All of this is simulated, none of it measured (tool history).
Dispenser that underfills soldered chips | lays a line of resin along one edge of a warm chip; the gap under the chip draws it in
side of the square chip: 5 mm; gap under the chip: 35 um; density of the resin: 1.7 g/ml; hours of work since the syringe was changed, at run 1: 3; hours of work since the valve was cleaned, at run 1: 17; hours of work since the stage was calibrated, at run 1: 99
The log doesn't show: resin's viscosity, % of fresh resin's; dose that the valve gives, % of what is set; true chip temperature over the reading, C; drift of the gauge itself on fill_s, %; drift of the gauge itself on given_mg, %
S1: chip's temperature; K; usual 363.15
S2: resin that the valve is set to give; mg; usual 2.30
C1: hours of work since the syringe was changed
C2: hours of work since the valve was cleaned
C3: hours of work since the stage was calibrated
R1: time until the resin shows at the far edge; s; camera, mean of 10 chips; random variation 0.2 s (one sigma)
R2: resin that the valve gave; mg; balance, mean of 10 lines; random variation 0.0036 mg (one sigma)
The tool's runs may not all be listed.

| run | hour | S1 | S2 | C1 | C2 | C3 | R1 | R2 |
|---|---|---|---|---|---|---|---|---|
| 1 | 0.0 | 363.15 | 2.30 | 3 | 17 | 99 | 11.3 | 2.288 |
|  | 4.5 | new syringe of resin |
| 2 | 5.1 | 363.15 | 2.30 | 0 | 21 | 103 | 9.4 | 2.284 |
| 3 | 8.6 | 363.15 | 2.30 | 3 | 23 | 105 | 10.7 | 2.284 |
| 4 | 11.9 | 363.15 | 2.30 | 5 | 25 | 107 | 11.7 | 2.283 |
|  | 14.3 | new syringe of resin |
| 5 | 15.7 | 363.15 | 2.30 | 1 | 28 | 109 | 10.0 | 2.279 |
| 6 | 19.9 | 363.15 | 2.30 | 4 | 30 | 112 | 11.3 | 2.289 |
| 7 | 23.1 | 373.15 | 2.30 | 6 | 32 | 114 | 7.9 | 2.279 |
|  | 23.9 | new syringe of resin |
| 8 | 26.8 | 373.15 | 2.30 | 2 | 35 | 117 | 6.5 | 2.274 |
| 9 | 31.7 | 373.15 | 2.70 | 5 | 38 | 120 | 7.6 | 2.665 |
|  | 33.6 | new syringe of resin |
| 10 | 35.2 | 373.15 | 2.70 | 1 | 40 | 122 | 6.2 | 2.664 |
| 11 | 38.1 | 363.15 | 2.42 | 3 | 42 | 124 | 11.1 | 2.393 |
| 12 | 40.9 | 363.15 | 2.42 | 5 | 44 | 126 | 12.0 | 2.388 |
|  | 43.3 | new syringe of resin |
| 13 | 44.6 | 363.15 | 2.30 | 1 | 46 | 128 | 9.9 | 2.262 |
| 14 | 49.0 | 363.15 | 2.30 | 4 | 49 | 131 | 11.3 | 2.258 |
| 15 | 51.6 | 373.15 | 2.30 | 6 | 51 | 133 | 7.5 | 2.259 |
|  | 53.0 | new syringe of resin |
| 16 | 54.0 | 374.15 | 2.04 | 1 | 52 | 134 | 6.1 | 2.004 |
| 17 | 56.3 | 363.15 | 2.01 | 2 | 54 | 136 | 11.1 | 1.975 |
| 18 | 60.9 | 363.15 | 2.01 | 5 | 57 | 139 | 12.4 | 1.974 |
|  | 62.9 | new syringe of resin |
| 19 | 63.6 | 362.15 | 2.80 | 0 | 59 | 141 | 9.8 | 2.750 |
| 20 | 66.3 | 368.15 | 2.30 | 2 | 60 | 142 | 8.3 | 2.259 |
| 21 | 70.4 | 359.15 | 2.14 | 5 | 63 | 145 | 14.5 | 2.101 |
|  | 72.5 | new syringe of resin |
| 22 | 74.1 | 359.15 | 2.14 | 1 | 65 | 147 | 12.3 | 2.096 |
| 23 | 76.4 | 367.15 | 2.04 | 3 | 67 | 149 | 8.6 | 1.994 |
| 24 | 79.3 | 360.15 | 2.74 | 5 | 69 | 151 | 13.1 | 2.686 |
| 25 | 81.6 | 360.15 | 2.74 | 6 | 70 | 152 | 14.5 | 2.684 |
|  | 82.2 | new syringe of resin |
| 26 | 87.1 | 361.15 | 2.63 | 3 | 74 | 156 | 11.6 | 2.575 |
|  | 91.8 | new syringe of resin |
| 27 | 92.3 | 369.15 | 2.05 | 0 | 77 | 159 | 7.2 | 2.004 |
|  | 93.6 | dispensing valve cleaned and set on the balance |
| 28 | 97.1 | 361.15 | 2.83 | 3 | 2 | 162 | 11.9 | 2.833 |
| 29 | 101.6 | 363.15 | 2.07 | 6 | 5 | 165 | 12.7 | 2.077 |
|  | 102.5 | new syringe of resin |
| 30 | 104.2 | 363.15 | 2.60 | 1 | 7 | 166 | 9.6 | 2.596 |

4 ways to go on from here, each from the tool as it stands after run 30. What would each give?
| A | 108.2 | 363.15 | 2.11 | 4 | 10 | 169 | ? | ? |
| B | 108.2 | 360.15 | 2.10 | 4 | 10 | 169 | ? | ? |
| C | 108.2 | 363.15 | 2.49 | 4 | 10 | 169 | ? | ? |
| D | 108.2 | 369.15 | 2.22 | 4 | 10 | 169 | ? | ? |

| run | R1 | R2 |
|---|---|---|
| A | 11.3 | 2.108 |
| B | 13.3 | 2.100 |
| C | 11.4 | 2.487 |
| D | 8.2 | 2.218 |
Without the tool's hidden state the same runs would have given:
| run | R1 | R2 |
|---|---|---|
| A | 9.8 | 2.111 |
| B | 11.6 | 2.102 |
| C | 10.0 | 2.489 |
| D | 7.1 | 2.220 |

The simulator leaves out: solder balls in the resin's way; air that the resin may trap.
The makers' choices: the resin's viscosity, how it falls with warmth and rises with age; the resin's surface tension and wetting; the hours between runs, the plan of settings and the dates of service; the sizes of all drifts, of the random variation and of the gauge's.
